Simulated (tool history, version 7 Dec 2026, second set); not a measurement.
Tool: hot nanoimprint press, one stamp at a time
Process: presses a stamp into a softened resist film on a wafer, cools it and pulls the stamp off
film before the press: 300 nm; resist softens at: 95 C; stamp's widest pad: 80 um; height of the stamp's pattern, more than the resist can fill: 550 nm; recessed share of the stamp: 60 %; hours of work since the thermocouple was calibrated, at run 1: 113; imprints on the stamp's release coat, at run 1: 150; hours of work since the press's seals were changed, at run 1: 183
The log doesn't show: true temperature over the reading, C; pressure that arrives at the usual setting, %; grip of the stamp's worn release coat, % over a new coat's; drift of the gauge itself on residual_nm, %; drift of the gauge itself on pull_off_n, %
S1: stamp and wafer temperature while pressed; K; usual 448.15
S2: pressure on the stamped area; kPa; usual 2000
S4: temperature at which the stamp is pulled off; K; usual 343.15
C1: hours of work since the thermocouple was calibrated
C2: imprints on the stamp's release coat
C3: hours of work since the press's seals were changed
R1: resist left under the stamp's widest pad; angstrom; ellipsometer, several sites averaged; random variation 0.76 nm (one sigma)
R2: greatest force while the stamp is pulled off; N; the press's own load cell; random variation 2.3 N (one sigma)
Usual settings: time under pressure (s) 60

run 1 hour=0.0 | S1=448.15 S2=2000 time_under_pressure_(s)=60 S4=343.15 | C1=113 C2=150 C3=183 | R1=1329 R2=107
run 2 hour=9.5 | S1=448.15 S2=2000 time_under_pressure_(s)=60 S4=345.15 | C1=120 C2=177 C3=190 | R1=1339 R2=99
run 3 hour=18.6 | S1=448.15 S2=2000 time_under_pressure_(s)=60 S4=345.15 | C1=127 C2=203 C3=197 | R1=1341 R2=100
run 4 hour=26.3 | S1=448.15 S2=2620 time_under_pressure_(s)=60 S4=343.15 | C1=133 C2=225 C3=203 | R1=1171 R2=104
run 5 hour=34.2 | S1=448.15 S2=2620 time_under_pressure_(s)=60 S4=343.15 | C1=139 C2=248 C3=209 | R1=1173 R2=104
run 6 hour=48.3 | S1=448.15 S2=2000 time_under_pressure_(s)=117 S4=343.15 | C1=149 C2=288 C3=220 | R1=1005 R2=105
run 7 hour=57.8 | S1=448.15 S2=2970 time_under_pressure_(s)=60 S4=343.15 | C1=157 C2=315 C3=227 | R1=1104 R2=103
run 8 hour=66.5 | S1=448.15 S2=2000 time_under_pressure_(s)=100 S4=343.15 | C1=163 C2=340 C3=234 | R1=1091 R2=107
run 9 hour=77.3 | S1=448.15 S2=2000 time_under_pressure_(s)=100 S4=343.15 | C1=172 C2=371 C3=242 | R1=1081 R2=102
run 10 hour=88.7 | S1=448.15 S2=2000 time_under_pressure_(s)=100 S4=343.15 | C1=180 C2=403 C3=251 | R1=1077 R2=104
run 11 hour=101.8 | S1=448.15 S2=1720 time_under_pressure_(s)=60 S4=343.15 | C1=190 C2=441 C3=261 | R1=1404 R2=107
run 12 hour=116.1 | S1=448.15 S2=1720 time_under_pressure_(s)=60 S4=343.15 | C1=201 C2=481 C3=272 | R1=1392 R2=102
-- hour=123.2 gauge calibrated
run 13 hour=125.3 | S1=448.15 S2=1720 time_under_pressure_(s)=60 S4=343.15 | C1=208 C2=508 C3=279 | R1=1425 R2=103
run 14 hour=132.1 | S1=447.15 S2=2000 time_under_pressure_(s)=60 S4=343.15 | C1=213 C2=527 C3=284 | R1=1370 R2=102
run 15 hour=146.8 | S1=447.15 S2=2000 time_under_pressure_(s)=60 S4=343.15 | C1=225 C2=569 C3=295 | R1=1359 R2=105
run 16 hour=158.2 | S1=447.15 S2=1660 time_under_pressure_(s)=58 S4=343.15 | C1=233 C2=601 C3=304 | R1=1506 R2=104
run 17 hour=165.2 | S1=460.15 S2=2540 time_under_pressure_(s)=119 S4=343.15 | C1=239 C2=621 C3=309 | R1=654 R2=102
run 18 hour=180.4 | S1=445.15 S2=2340 time_under_pressure_(s)=41 S4=338.15 | C1=250 C2=665 C3=321 | R1=1526 R2=119
run 19 hour=189.1 | S1=455.15 S2=2570 time_under_pressure_(s)=32 S4=332.15 | C1=257 C2=689 C3=327 | R1=1246 R2=134
run 20 hour=197.8 | S1=455.15 S2=2570 time_under_pressure_(s)=32 S4=332.15 | C1=264 C2=714 C3=334 | R1=1254 R2=137
run 21 hour=205.1 | S1=455.15 S2=2570 time_under_pressure_(s)=32 S4=332.15 | C1=269 C2=735 C3=340 | R1=1245 R2=132
run 22 hour=214.9 | S1=450.15 S2=2000 time_under_pressure_(s)=60 S4=343.15 | C1=277 C2=763 C3=347 | R1=1253 R2=103
run 23 hour=229.0 | S1=450.15 S2=2980 time_under_pressure_(s)=60 S4=343.15 | C1=287 C2=803 C3=358 | R1=1023 R2=104
run 24 hour=240.3 | S1=455.15 S2=2980 time_under_pressure_(s)=107 S4=329.15 | C1=296 C2=835 C3=367 | R1=700 R2=139
-- hour=246.2 gauge calibrated
run 25 hour=246.7 | S1=446.15 S2=1410 time_under_pressure_(s)=64 S4=347.15 | C1=301 C2=854 C3=371 | R1=1587 R2=95
run 26 hour=255.0 | S1=454.15 S2=2170 time_under_pressure_(s)=70 S4=343.15 | C1=307 C2=877 C3=378 | R1=1027 R2=103
run 27 hour=263.4 | S1=446.15 S2=1310 time_under_pressure_(s)=93 S4=343.15 | C1=314 C2=901 C3=384 | R1=1436 R2=112
run 28 hour=271.2 | S1=446.15 S2=1310 time_under_pressure_(s)=93 S4=343.15 | C1=320 C2=924 C3=390 | R1=1444 R2=103
run 29 hour=285.1 | S1=448.15 S2=2000 time_under_pressure_(s)=63 S4=339.15 | C1=330 C2=963 C3=401 | R1=1306 R2=116

Hidden state at the last listed run before each entry between runs and at the first one after, where it differs:
Between runs 12 and 13: gauge calibrated (hour 123.2)
  pressure that arrives at the usual setting, %: 99.87 -> 99.86; drift of the gauge itself on residual_nm, %: -2.71 -> -0.05
  measured less the result without the state, R1: -40 -> -2 angstrom
Between runs 24 and 25: gauge calibrated (hour 246.2)
  pressure that arrives at the usual setting, %: 99.83 -> 99.82; grip of the stamp's worn release coat, % over a new coat's: 1.2 -> 1.3; drift of the gauge itself on residual_nm, %: -2.73 -> -0.01
  measured less the result without the state, R1: -20 -> -3 angstrom
